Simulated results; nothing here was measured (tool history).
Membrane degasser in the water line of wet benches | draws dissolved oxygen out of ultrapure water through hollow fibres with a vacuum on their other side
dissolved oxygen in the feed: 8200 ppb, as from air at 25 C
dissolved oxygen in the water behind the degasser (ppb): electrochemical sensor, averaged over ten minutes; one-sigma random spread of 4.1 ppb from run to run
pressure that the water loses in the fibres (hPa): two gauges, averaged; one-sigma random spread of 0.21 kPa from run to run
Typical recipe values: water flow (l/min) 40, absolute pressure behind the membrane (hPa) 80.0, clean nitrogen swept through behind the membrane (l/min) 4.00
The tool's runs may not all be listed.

| run | hour | water flow (l/min) | absolute pressure behind the membrane (hPa) | clean nitrogen swept through behind the membrane (l/min) | dissolved oxygen in the water behind the degasser (ppb) | pressure that the water loses in the fibres (hPa) |
|---|---|---|---|---|---|---|
| 1 | 0.0 | 40 | 80.0 | 4.00 | 412.2 | 492.2 |
| 2 | 59.4 | 40 | 80.0 | 4.00 | 418.5 | 491.0 |
| 3 | 134.7 | 40 | 80.0 | 4.00 | 418.1 | 489.7 |
| 4 | 223.4 | 40 | 80.0 | 4.00 | 414.7 | 492.5 |
| 5 | 284.2 | 33 | 80.0 | 4.00 | 274.9 | 406.9 |
| 6 | 371.9 | 33 | 80.0 | 4.00 | 281.5 | 404.3 |
| 7 | 432.2 | 33 | 80.0 | 4.00 | 279.6 | 404.2 |
| 8 | 541.0 | 33 | 80.0 | 4.00 | 276.5 | 405.2 |
| 9 | 606.7 | 33 | 80.0 | 4.00 | 279.0 | 406.3 |
|  | 630.1 | vacuum gauge calibrated |
| 10 | 728.6 | 33 | 80.0 | 4.00 | 271.3 | 406.9 |
| 11 | 866.5 | 40 | 80.0 | 4.00 | 419.3 | 495.1 |
| 12 | 997.8 | 28 | 80.0 | 4.00 | 185.4 | 346.9 |
| 13 | 1080.2 | 28 | 80.0 | 4.00 | 186.0 | 343.8 |
| 14 | 1150.2 | 40 | 80.0 | 9.16 | 352.4 | 493.8 |
| 15 | 1223.6 | 40 | 130.7 | 5.05 | 473.6 | 496.1 |
| 16 | 1306.3 | 27 | 91.1 | 5.05 | 169.9 | 335.9 |
| 17 | 1444.4 | 35 | 91.1 | 5.05 | 312.5 | 430.6 |
| 18 | 1557.3 | 35 | 70.4 | 2.07 | 364.7 | 433.6 |

The next listed run, before its measurement:
| 19 | 1625.9 | 48 | 102.5 | 4.00 | ? | ? |

dissolved oxygen in the water behind the degasser (ppb): 663.5
pressure that the water loses in the fibres (hPa): 595.8
With the hidden condition absent and the run-to-run variation left alone, this run would have shown dissolved oxygen in the water behind the degasser (ppb) 646.7, pressure that the water loses in the fibres (hPa) 589.2.
